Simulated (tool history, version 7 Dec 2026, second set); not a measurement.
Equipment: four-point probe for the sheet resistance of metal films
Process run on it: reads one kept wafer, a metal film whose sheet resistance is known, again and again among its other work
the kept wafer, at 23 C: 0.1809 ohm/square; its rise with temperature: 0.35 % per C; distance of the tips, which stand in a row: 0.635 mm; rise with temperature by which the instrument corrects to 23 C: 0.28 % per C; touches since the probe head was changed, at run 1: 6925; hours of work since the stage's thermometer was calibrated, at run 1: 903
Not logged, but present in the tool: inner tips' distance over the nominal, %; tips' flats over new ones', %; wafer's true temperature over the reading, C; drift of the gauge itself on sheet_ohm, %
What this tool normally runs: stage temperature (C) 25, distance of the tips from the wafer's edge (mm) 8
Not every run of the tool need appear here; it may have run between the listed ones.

run     day  stage temperature (C)  distance of the tips from the wafer's edge (mm)  touches since the probe head was changed  hours of work since the stage's thermometer was calibrated  sheet resistance as the instrument gives it (ohm/square)
  1       0                     25                                                8                                      6925                                                         903                                                  0.182928
  2   1.146                     25                                                8                                      8014                                                         920                                                  0.182955
  3   2.425                     33                                                8                                      9231                                                         939                                                  0.183824
  4   3.704                     33                                                8                                     10443                                                         958                                                  0.183952
  5   4.842                     33                                                8                                     11525                                                         975                                                  0.183905
  6   5.767                     28                                                8                                     12406                                                         989                                                  0.183449
  7   6.733                     28                                                8                                     13324                                                        1003                                                  0.183444
  8   7.679                     25                                                8                                     14220                                                        1017                                                  0.183055
  9   8.492                     25                                                8                                     14995                                                        1029                                                  0.183157
 10  10.083                     25                                                8                                     16507                                                        1053                                                   0.18312
 11  10.912                     25                                                8                                     17296                                                        1065                                                  0.183101
 12  12.542                     21                                                8                                     18844                                                        1090                                                  0.182681
 13  14.175                     27                                                5                                     20397                                                        1114                                                  0.184377
 14  15.575                     23                                                5                                     21726                                                        1135                                                  0.184004
 15  17.079                     23                                                5                                     23155                                                        1157                                                   0.18398
 16  18.646                     23                                                5                                     24644                                                        1181                                                  0.183945
 17  19.583                     28                                               74                                     25535                                                        1195                                                  0.182965
 18  21.112                     25                                                8                                     26988                                                        1217                                                  0.183362
 19      22                     25                                                8                                     27829                                                        1231                                                  0.183281
 20  23.175                     25                                                8                                     28949                                                        1248                                                  0.183352
 21   23.95                     25                                                8                                     29682                                                        1260                                                  0.183408

Alternative continuations, all from the tool just after run 21; predict every row:
  A  25.404                     19                                               15                                     31065                                                        1281                                                         ?
  B  25.404                     25                                               32                                     31065                                                        1281                                                         ?
  C  25.404                     23                                               40                                     31065                                                        1281                                                         ?

run  sheet resistance as the instrument gives it (ohm/square)
  A                                                  0.182205
  B                                                  0.182848
  C                                                  0.182591
What these runs would have given with no unlogged condition in the tool:
run  sheet resistance as the instrument gives it (ohm/square)
  A                                                  0.180585
  B                                                  0.181226
  C                                                   0.18097
